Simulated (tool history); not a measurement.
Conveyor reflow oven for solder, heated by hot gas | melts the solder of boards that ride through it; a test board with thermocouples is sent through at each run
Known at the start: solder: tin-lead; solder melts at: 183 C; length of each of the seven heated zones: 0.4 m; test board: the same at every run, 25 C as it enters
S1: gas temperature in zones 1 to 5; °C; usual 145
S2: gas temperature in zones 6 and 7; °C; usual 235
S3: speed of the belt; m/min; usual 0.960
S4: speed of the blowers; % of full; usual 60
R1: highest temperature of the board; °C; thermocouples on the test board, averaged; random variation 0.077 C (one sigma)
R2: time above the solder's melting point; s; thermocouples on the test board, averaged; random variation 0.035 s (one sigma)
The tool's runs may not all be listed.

run	hour	S1	S2	S3	S4	R1	R2
1	0.0	145	235	0.960	60	213.89	36.72
2	6.0	145	235	0.960	60	213.78	36.67
3	15.1	145	235	0.960	60	213.82	36.69
4	23.2	145	235	0.960	60	213.75	36.63
5	31.8	145	235	0.960	60	213.89	36.76
6	43.7	145	235	0.960	60	213.71	36.64
# hour 55.8: flux residue cleaned out of gas plates and filters
7	57.3	145	235	0.960	81	218.88	39.94
# hour 62.4: belt drive overhauled, speed set with a stopwatch
8	68.8	145	235	0.960	81	218.86	40.11
9	81.5	145	235	0.960	81	218.82	40.05
10	91.6	145	235	0.960	81	218.82	39.98
11	99.4	145	235	0.960	60	214.23	37.15
12	111.1	145	235	0.960	88	219.87	40.64
13	119.1	145	243	0.960	55	219.15	39.56
# hour 125.1: belt drive overhauled, speed set with a stopwatch, once more
14	133.7	156	238	0.948	71	221.66	44.44
15	139.3	156	238	0.948	69	221.25	44.24
16	145.0	140	235	1.001	65	212.55	33.11
17	153.6	140	235	1.001	65	212.59	33.07
18	164.4	140	232	1.001	65	210.10	31.59
19	174.5	140	232	1.001	65	210.17	31.65
20	180.5	160	248	0.802	84	236.95	59.80
21	189.7	146	231	0.802	84	220.01	49.42
22	202.3	146	231	1.044	68	209.69	31.51
23	208.4	158	235	0.960	69	218.46	43.12
24	221.2	130	235	0.945	60	210.87	31.69

5 ways to go on from here, each from the tool as it stands after run 24. What would each give?
A	226.8	133	225	0.945	60	?	?
B	226.8	130	247	0.945	60	?	?
C	226.8	132	235	0.823	60	?	?
D	226.8	130	239	0.945	60	?	?
E	226.8	145	241	0.773	75	?	?

run	R1	R2
A	203.43	27.20
B	220.53	37.15
C	216.14	41.31
D	213.92	33.61
E	228.30	54.56
Without the tool's hidden state the same runs would have given:
run	R1	R2
A	204.50	28.15
B	221.76	37.78
C	217.22	42.00
D	215.11	34.34
E	229.31	54.96

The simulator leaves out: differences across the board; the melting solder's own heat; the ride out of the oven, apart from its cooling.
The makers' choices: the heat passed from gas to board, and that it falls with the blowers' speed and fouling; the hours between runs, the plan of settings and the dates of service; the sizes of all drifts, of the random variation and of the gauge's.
